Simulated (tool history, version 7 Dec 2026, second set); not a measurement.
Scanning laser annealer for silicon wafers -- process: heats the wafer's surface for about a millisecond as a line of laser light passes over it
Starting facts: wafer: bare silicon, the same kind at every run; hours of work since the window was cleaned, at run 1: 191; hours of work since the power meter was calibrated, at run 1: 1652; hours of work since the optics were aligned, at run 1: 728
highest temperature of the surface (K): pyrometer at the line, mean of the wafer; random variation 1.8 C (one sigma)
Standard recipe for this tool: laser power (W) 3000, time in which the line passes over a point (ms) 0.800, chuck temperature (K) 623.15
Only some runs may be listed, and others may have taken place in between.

run,hour,laser power (W),time in which the line passes over a point (ms),chuck temperature (K),hours of work since the window was cleaned,hours of work since the power meter was calibrated,hours of work since the optics were aligned,highest temperature of the surface (K)
1,0.0,3000,0.800,623.15,191,1652,728,1317.15
2,34.3,3000,0.800,623.15,218,1679,755,1319.15
3,68.5,3000,0.800,623.15,245,1706,782,1317.15
4,97.7,3000,0.800,623.15,268,1729,805,1316.15
5,143.0,3000,0.800,623.15,304,1765,840,1314.15
6,185.2,3000,0.800,623.15,337,1798,873,1310.15
7,219.1,3270,0.800,623.15,364,1825,900,1383.15
8,247.4,3270,0.800,623.15,386,1847,923,1382.15
9,275.2,3061,0.800,623.15,408,1869,944,1326.15
10,307.6,3061,0.800,623.15,433,1895,970,1323.15
11,355.6,3061,0.800,623.15,471,1932,1008,1317.15
12,405.7,3000,0.800,623.15,511,1972,1047,1303.15
13,453.3,3000,0.800,623.15,548,2009,1085,1302.15
14,496.1,3000,0.800,623.15,582,2043,1118,1301.15
15,519.8,2902,0.800,623.15,601,2062,1137,1275.15
16,564.3,2902,0.800,623.15,636,2097,1172,1273.15
17,605.4,3000,0.938,623.15,668,2129,1204,1358.15
18,653.4,2629,0.800,623.15,706,2167,1242,1201.15
19,700.2,2629,0.800,623.15,743,2204,1279,1199.15
20,739.4,2629,0.800,623.15,773,2235,1310,1197.15
21,767.2,3196,0.995,623.15,795,2257,1332,1428.15
22,789.9,3196,0.864,627.15,813,2274,1350,1375.15
# hour 815.4: window over the wafer cleaned
23,844.5,3000,0.800,617.15,23,2316,1391,1312.15
24,888.7,2841,0.571,627.15,58,2351,1426,1172.15
25,928.0,2841,0.568,624.15,89,2382,1457,1165.15
26,958.3,2841,0.568,624.15,113,2406,1481,1165.15
27,999.1,3232,0.689,659.15,145,2438,1513,1350.15
28,1024.4,2750,0.604,623.15,165,2458,1533,1158.15
29,1063.8,2691,0.561,623.15,196,2489,1564,1125.15
30,1090.2,2691,0.825,649.15,216,2509,1585,1262.15
31,1130.0,2714,0.919,652.15,248,2541,1616,1303.15
32,1160.7,2714,0.919,652.15,272,2565,1640,1302.15
33,1206.9,2714,0.624,652.15,308,2601,1677,1184.15
34,1249.0,3027,0.800,623.15,342,2634,1710,1309.15
35,1288.7,2634,0.892,623.15,373,2666,1741,1235.15
36,1339.7,2678,0.598,649.15,413,2706,1781,1155.15
37,1388.1,2964,0.758,623.15,451,2744,1819,1268.15
38,1439.3,2964,0.758,623.15,491,2784,1860,1265.15
39,1484.5,3000,0.800,631.15,527,2820,1895,1298.15
40,1512.7,3000,0.692,623.15,549,2842,1917,1236.15

Hidden state at the last listed run before each entry between runs and at the first one after, where it differs:
Logged between run 22 and run 23: window over the wafer cleaned (hour 815.4)
  light that passes the window, % of a clean one's: 96.3 -> 99.57; laser's true power over the reading, %: -0.55 -> -0.56; width of the line over the set one, %: 3.19 -> 3.29
  what was measured, less what the result would be without the hidden state, highest temperature of the surface (K): -54.00 -> -22.00
